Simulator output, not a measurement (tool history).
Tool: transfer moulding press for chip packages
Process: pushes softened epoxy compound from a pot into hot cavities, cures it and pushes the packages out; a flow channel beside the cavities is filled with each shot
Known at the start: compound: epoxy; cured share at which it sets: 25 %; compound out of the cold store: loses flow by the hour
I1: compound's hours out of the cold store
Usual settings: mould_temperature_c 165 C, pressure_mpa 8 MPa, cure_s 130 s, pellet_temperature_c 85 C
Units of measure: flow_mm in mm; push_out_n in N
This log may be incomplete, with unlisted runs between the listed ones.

{"run": 1, "hour": 0.0, "mould_temperature_c": 165, "pressure_mpa": 8, "cure_s": 130, "pellet_temperature_c": 85, "I1": 35.9, "flow_mm": 559, "push_out_n": 344}
{"hour": 10.5, "done": "cavities cleaned with cleaning compound and waxed"}
{"run": 2, "hour": 19.9, "mould_temperature_c": 165, "pressure_mpa": 8, "cure_s": 130, "pellet_temperature_c": 85, "I1": 22.9, "flow_mm": 606, "push_out_n": 353}
{"run": 3, "hour": 38.6, "mould_temperature_c": 165, "pressure_mpa": 8, "cure_s": 130, "pellet_temperature_c": 85, "I1": 29.9, "flow_mm": 580, "push_out_n": 329}
{"run": 4, "hour": 60.6, "mould_temperature_c": 165, "pressure_mpa": 8, "cure_s": 130, "pellet_temperature_c": 85, "I1": 28.9, "flow_mm": 584, "push_out_n": 332}
{"run": 5, "hour": 73.0, "mould_temperature_c": 165, "pressure_mpa": 8, "cure_s": 130, "pellet_temperature_c": 85, "I1": 25.7, "flow_mm": 597, "push_out_n": 356}
{"run": 6, "hour": 88.4, "mould_temperature_c": 165, "pressure_mpa": 8, "cure_s": 130, "pellet_temperature_c": 80, "I1": 45.4, "flow_mm": 522, "push_out_n": 332}
{"run": 7, "hour": 103.8, "mould_temperature_c": 165, "pressure_mpa": 8, "cure_s": 130, "pellet_temperature_c": 85, "I1": 42.1, "flow_mm": 537, "push_out_n": 325}
{"hour": 114.3, "done": "cavities cleaned with cleaning compound and waxed"}
{"run": 8, "hour": 117.2, "mould_temperature_c": 165, "pressure_mpa": 8, "cure_s": 130, "pellet_temperature_c": 85, "I1": 9.8, "flow_mm": 670, "push_out_n": 372}
{"run": 9, "hour": 130.8, "mould_temperature_c": 165, "pressure_mpa": 8, "cure_s": 130, "pellet_temperature_c": 85, "I1": 40.8, "flow_mm": 540, "push_out_n": 330}
{"run": 10, "hour": 151.7, "mould_temperature_c": 165, "pressure_mpa": 8, "cure_s": 130, "pellet_temperature_c": 85, "I1": 39.1, "flow_mm": 544, "push_out_n": 330}
{"run": 11, "hour": 161.9, "mould_temperature_c": 165, "pressure_mpa": 8, "cure_s": 130, "pellet_temperature_c": 85, "I1": 34.6, "flow_mm": 560, "push_out_n": 332}
{"run": 12, "hour": 176.2, "mould_temperature_c": 165, "pressure_mpa": 8, "cure_s": 130, "pellet_temperature_c": 90, "I1": 32.3, "flow_mm": 567, "push_out_n": 340}
{"run": 13, "hour": 200.9, "mould_temperature_c": 165, "pressure_mpa": 9, "cure_s": 133, "pellet_temperature_c": 85, "I1": 41, "flow_mm": 572, "push_out_n": 330}
{"hour": 217.1, "done": "plunger's sealing rings changed"}
{"run": 14, "hour": 217.1, "mould_temperature_c": 157, "pressure_mpa": 8, "cure_s": 134, "pellet_temperature_c": 85, "I1": 16.3, "flow_mm": 672, "push_out_n": 608}
{"hour": 220.6, "done": "cavities cleaned with cleaning compound and waxed"}
{"run": 15, "hour": 237.0, "mould_temperature_c": 172, "pressure_mpa": 7.59, "cure_s": 113, "pellet_temperature_c": 76, "I1": 20.2, "flow_mm": 587, "push_out_n": 307}
{"run": 16, "hour": 261.9, "mould_temperature_c": 172, "pressure_mpa": 7.59, "cure_s": 113, "pellet_temperature_c": 76, "I1": 31.1, "flow_mm": 540, "push_out_n": 307}
{"run": 17, "hour": 275.3, "mould_temperature_c": 169, "pressure_mpa": 9.82, "cure_s": 118, "pellet_temperature_c": 76, "I1": 19.3, "flow_mm": 676, "push_out_n": 336}
{"run": 18, "hour": 293.2, "mould_temperature_c": 163, "pressure_mpa": 9.82, "cure_s": 118, "pellet_temperature_c": 78, "I1": 42.8, "flow_mm": 601, "push_out_n": 456}
{"run": 19, "hour": 317.4, "mould_temperature_c": 163, "pressure_mpa": 9.82, "cure_s": 118, "pellet_temperature_c": 78, "I1": 24.5, "flow_mm": 673, "push_out_n": 481}
{"hour": 323.5, "done": "cavities cleaned with cleaning compound and waxed"}
{"run": 20, "hour": 342.5, "mould_temperature_c": 163, "pressure_mpa": 9.82, "cure_s": 118, "pellet_temperature_c": 78, "I1": 36, "flow_mm": 622, "push_out_n": 462}
{"run": 21, "hour": 363.6, "mould_temperature_c": 165, "pressure_mpa": 9.09, "cure_s": 130, "pellet_temperature_c": 88, "I1": 12, "flow_mm": 692, "push_out_n": 356}
{"run": 22, "hour": 388.8, "mould_temperature_c": 165, "pressure_mpa": 6.36, "cure_s": 130, "pellet_temperature_c": 86, "I1": 12.9, "flow_mm": 577, "push_out_n": 355}
{"run": 23, "hour": 407.2, "mould_temperature_c": 171, "pressure_mpa": 8, "cure_s": 130, "pellet_temperature_c": 90, "I1": 18.2, "flow_mm": 608, "push_out_n": 286}

5 ways to go on from here, each from the tool as it stands after run 23. What would each give?
{"hour": 426.9, "done": "cavities cleaned with cleaning compound and waxed"}
{"run": "A", "hour": 429.0, "mould_temperature_c": 170, "pressure_mpa": 8, "cure_s": 130, "pellet_temperature_c": 90, "I1": 12.7, "flow_mm": "?", "push_out_n": "?"}
{"hour": 426.9, "done": "cavities cleaned with cleaning compound and waxed"}
{"run": "B", "hour": 429.0, "mould_temperature_c": 165, "pressure_mpa": 6.99, "cure_s": 130, "pellet_temperature_c": 85, "I1": 12.3, "flow_mm": "?", "push_out_n": "?"}
{"hour": 426.9, "done": "cavities cleaned with cleaning compound and waxed"}
{"run": "C", "hour": 429.0, "mould_temperature_c": 165, "pressure_mpa": 8, "cure_s": 111, "pellet_temperature_c": 85, "I1": 29.9, "flow_mm": "?", "push_out_n": "?"}
{"hour": 426.9, "done": "cavities cleaned with cleaning compound and waxed"}
{"run": "D", "hour": 429.0, "mould_temperature_c": 173, "pressure_mpa": 8, "cure_s": 161, "pellet_temperature_c": 93, "I1": 9.2, "flow_mm": "?", "push_out_n": "?"}
{"hour": 426.9, "done": "cavities cleaned with cleaning compound and waxed"}
{"run": "E", "hour": 429.0, "mould_temperature_c": 167, "pressure_mpa": 8, "cure_s": 144, "pellet_temperature_c": 90, "I1": 14.3, "flow_mm": "?", "push_out_n": "?"}

run=A flow_mm=632 push_out_n=292
run=B flow_mm=612 push_out_n=363
run=C flow_mm=576 push_out_n=440
run=D flow_mm=641 push_out_n=271
run=E flow_mm=637 push_out_n=287
With the hidden condition removed and each run's random variation left untouched, the same runs would have given:
run=A flow_mm=632 push_out_n=291
run=B flow_mm=612 push_out_n=363
run=C flow_mm=576 push_out_n=439
run=D flow_mm=641 push_out_n=271
run=E flow_mm=637 push_out_n=287
